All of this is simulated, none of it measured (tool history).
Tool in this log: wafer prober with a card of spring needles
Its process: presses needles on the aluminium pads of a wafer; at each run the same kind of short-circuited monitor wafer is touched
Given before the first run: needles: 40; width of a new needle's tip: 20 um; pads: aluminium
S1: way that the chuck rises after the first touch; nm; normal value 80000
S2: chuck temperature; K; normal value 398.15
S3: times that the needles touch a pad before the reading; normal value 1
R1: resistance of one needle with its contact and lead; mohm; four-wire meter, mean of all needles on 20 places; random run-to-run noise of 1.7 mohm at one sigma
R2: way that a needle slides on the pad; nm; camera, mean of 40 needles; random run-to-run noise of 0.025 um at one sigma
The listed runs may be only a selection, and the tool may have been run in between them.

run,hour,S1,S2,S3,R1,R2
1,0,80000,398.15,1,199,18590
# hour 5.8: tips cleaned on abrasive film
# hour 6.1: height of the first contact set anew
2,20.1,80000,398.15,1,197,18940
# hour 27.2: tips cleaned on abrasive film
3,43,80000,398.15,1,197,18930
# hour 47.1: tips cleaned on abrasive film
# hour 66.9: tips cleaned on abrasive film
4,69.6,80000,398.15,1,178,18880
# hour 86.4: tips cleaned on abrasive film
5,99.4,74000,398.15,1,199,17440
# hour 108.2: tips cleaned on abrasive film
6,114.5,74000,398.15,1,191,17390
# hour 128.3: tips cleaned on abrasive film
7,144,74000,398.15,1,200,17380
# hour 148.9: tips cleaned on abrasive film
8,159.7,74000,398.15,1,199,17380
# hour 168.5: tips cleaned on abrasive film
9,187.8,74000,398.15,1,202,17340
# hour 190.1: tips cleaned on abrasive film
10,209.3,74000,398.15,1,201,17320
# hour 211.8: tips cleaned on abrasive film
11,225.4,62000,398.15,1,209,14460
# hour 233.3: tips cleaned on abrasive film
12,249.3,62000,398.15,1,214,14460
# hour 253: tips cleaned on abrasive film
13,264.6,79000,300.15,2,173,18450
# hour 273.7: tips cleaned on abrasive film
14,292.2,92000,393.15,1,193,21500
# hour 294.1: tips cleaned on abrasive film
15,312.7,92000,393.15,1,191,21510
# hour 314.3: tips cleaned on abrasive film
16,326.3,86000,330.15,2,175,20050
# hour 334.2: tips cleaned on abrasive film
# hour 355.7: tips cleaned on abrasive film
17,356.3,86000,330.15,2,162,19990
# hour 376.6: tips cleaned on abrasive film
18,379.4,86000,373.15,1,181,19970
# hour 395.9: height of the first contact set anew
19,395.9,88000,397.15,2,181,20840
# hour 398.3: tips cleaned on abrasive film
20,414.8,88000,397.15,2,184,20830
# hour 418.6: tips cleaned on abrasive film
21,435.4,97000,314.15,1,175,22960
# hour 439: tips cleaned on abrasive film
# hour 459.5: tips cleaned on abrasive film
22,462.2,97000,314.15,1,164,22880
23,477,61000,398.15,1,215,14360
# hour 479.6: tips cleaned on abrasive film
# hour 500.7: tips cleaned on abrasive film
24,505.1,61000,398.15,1,201,14330

Consider 3 possible next runs. They are alternatives, not a sequence: every one starts from the tool as it was left by run 24. What does each give?
# hour 521.1: tips cleaned on abrasive film
A,528,62000,398.15,2,?,?
# hour 521.1: tips cleaned on abrasive film
B,528,80000,308.15,3,?,?
# hour 521.1: tips cleaned on abrasive film
C,528,61000,346.15,3,?,?

run,R1,R2
A,191,14530
B,165,18810
C,177,14320
With no hidden state in the tool, these same runs would have given:
run,R1,R2
A,172,14680
B,157,18950
C,165,14460

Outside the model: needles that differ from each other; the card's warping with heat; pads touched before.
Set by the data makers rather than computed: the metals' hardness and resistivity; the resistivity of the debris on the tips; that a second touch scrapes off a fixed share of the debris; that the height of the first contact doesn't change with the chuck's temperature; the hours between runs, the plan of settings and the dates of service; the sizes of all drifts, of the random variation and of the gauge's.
